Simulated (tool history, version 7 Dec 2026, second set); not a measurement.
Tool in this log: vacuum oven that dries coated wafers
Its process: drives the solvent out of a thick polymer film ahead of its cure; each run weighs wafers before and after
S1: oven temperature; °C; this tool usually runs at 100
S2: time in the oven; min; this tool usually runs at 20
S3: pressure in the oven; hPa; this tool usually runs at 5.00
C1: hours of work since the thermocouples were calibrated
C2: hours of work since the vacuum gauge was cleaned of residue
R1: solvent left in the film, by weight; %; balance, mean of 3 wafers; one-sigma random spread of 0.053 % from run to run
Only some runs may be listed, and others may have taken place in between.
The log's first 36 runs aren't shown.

{"run": 37, "hour": 596.2, "S1": 96, "S2": 27, "S3": 5.95, "C1": 888, "C2": 349, "R1": 2.29}
{"run": 38, "hour": 618.0, "S1": 108, "S2": 27, "S3": 5.95, "C1": 897, "C2": 359, "R1": 0.74}
{"run": 39, "hour": 639.2, "S1": 105, "S2": 28, "S3": 3.99, "C1": 906, "C2": 368, "R1": 0.89}
{"run": 40, "hour": 654.3, "S1": 105, "S2": 28, "S3": 3.99, "C1": 913, "C2": 374, "R1": 0.88}
{"run": 41, "hour": 673.5, "S1": 105, "S2": 10, "S3": 3.99, "C1": 921, "C2": 382, "R1": 6.09}
{"run": 42, "hour": 687.8, "S1": 100, "S2": 16, "S3": 2.67, "C1": 927, "C2": 389, "R1": 4.28}
{"run": 43, "hour": 700.0, "S1": 113, "S2": 20, "S3": 14.17, "C1": 932, "C2": 394, "R1": 1.18}
{"run": 44, "hour": 711.5, "S1": 97, "S2": 24, "S3": 5.0, "C1": 937, "C2": 399, "R1": 2.63}

Forecast each of these 4 alternatives for the next run:
{"run": "A", "hour": 726.6, "S1": 112, "S2": 20, "S3": 5.94, "C1": 944, "C2": 405, "R1": "?"}
{"run": "B", "hour": 726.6, "S1": 100, "S2": 20, "S3": 2.87, "C1": 944, "C2": 405, "R1": "?"}
{"run": "C", "hour": 726.6, "S1": 106, "S2": 12, "S3": 8.04, "C1": 944, "C2": 405, "R1": "?"}
{"run": "D", "hour": 726.6, "S1": 97, "S2": 24, "S3": 5.0, "C1": 944, "C2": 405, "R1": "?"}

run=A R1=1.13
run=B R1=2.99
run=C R1=4.70
run=D R1=2.69
Stripped of hidden state, with their random variation kept, the same runs would have yielded:
run=A R1=0.97
run=B R1=2.68
run=C R1=4.36
run=D R1=2.39

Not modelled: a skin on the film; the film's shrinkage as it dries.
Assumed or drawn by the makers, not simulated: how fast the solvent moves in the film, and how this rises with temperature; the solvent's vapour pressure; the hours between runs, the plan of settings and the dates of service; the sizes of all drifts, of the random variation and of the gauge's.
